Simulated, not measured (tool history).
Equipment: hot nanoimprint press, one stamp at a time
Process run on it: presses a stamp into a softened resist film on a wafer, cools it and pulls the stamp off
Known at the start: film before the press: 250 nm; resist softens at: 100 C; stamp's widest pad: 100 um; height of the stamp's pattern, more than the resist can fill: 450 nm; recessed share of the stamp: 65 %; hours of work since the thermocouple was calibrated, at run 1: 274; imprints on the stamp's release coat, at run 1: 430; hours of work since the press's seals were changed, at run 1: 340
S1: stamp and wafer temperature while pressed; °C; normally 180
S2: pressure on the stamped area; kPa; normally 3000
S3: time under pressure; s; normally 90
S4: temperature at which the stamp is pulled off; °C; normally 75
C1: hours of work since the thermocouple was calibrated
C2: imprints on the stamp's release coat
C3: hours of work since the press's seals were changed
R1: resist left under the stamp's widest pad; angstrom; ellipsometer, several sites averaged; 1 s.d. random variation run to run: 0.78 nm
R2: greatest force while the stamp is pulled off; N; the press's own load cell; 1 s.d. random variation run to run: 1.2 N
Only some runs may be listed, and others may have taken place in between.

run	hour	S1	S2	S3	S4	C1	C2	C3	R1	R2
1	0.0	180	3000	90	75	274	430	340	1477	197
# hour 31.8: stamp cleaned and given a new release coat
2	31.8	180	3000	93	75	293	0	359	1473	194
3	46.9	180	3000	93	75	304	78	370	1458	196
# hour 50.9: plate thermocouple calibrated
4	66.2	180	3000	93	75	11	163	382	1472	195
5	84.6	180	3000	93	75	25	258	396	1481	196
6	107.9	180	4130	90	75	42	379	413	1309	194
7	127.0	180	4130	90	75	56	478	427	1317	194
8	141.0	180	4130	90	75	66	551	437	1309	196
# hour 150.7: stamp cleaned and given a new release coat
9	171.8	180	4130	90	75	84	110	455	1334	193
10	183.2	180	1820	90	75	93	169	464	1783	196
11	200.8	180	1820	90	75	106	260	477	1789	194
12	212.7	181	1820	90	75	114	322	485	1724	195
13	225.8	181	2610	90	75	124	390	495	1522	196
14	241.9	174	3000	90	75	136	474	507	1843	193
15	255.5	174	3000	90	75	146	545	517	1849	195
# hour 267.3: stamp cleaned and given a new release coat
16	283.1	174	1960	76	79	162	81	533	2102	177
17	297.7	174	1960	76	79	172	157	543	2107	173
18	308.7	189	3000	63	66	180	214	551	1211	240
19	320.2	189	2950	81	66	189	275	560	1101	238
20	342.0	189	2950	81	66	205	387	576	1118	239
21	368.0	187	2350	70	65	224	523	595	1408	242
# hour 383.3: stamp cleaned and given a new release coat
22	397.5	187	2350	70	65	241	74	612	1405	243
23	416.0	180	3000	120	75	255	169	626	1389	197
24	442.0	180	3000	120	75	274	305	645	1392	197
25	461.0	174	1940	90	69	288	404	659	2072	224

Each row is a separate what-if for the run after 25, all from the same tool condition, not one after another. Results?
# hour 463.3: gauge calibrated
A	482.3	180	2290	90	73	304	514	675	?	?
# hour 463.3: gauge calibrated
B	482.3	180	1940	83	81	304	514	675	?	?
# hour 463.3: gauge calibrated
C	482.3	174	3820	48	82	304	514	675	?	?

run	R1	R2
A	1643	206
B	1758	167
C	1957	162
What these runs would have given with no unlogged condition in the tool:
run	R1	R2
A	1638	205
B	1753	167
C	1952	161
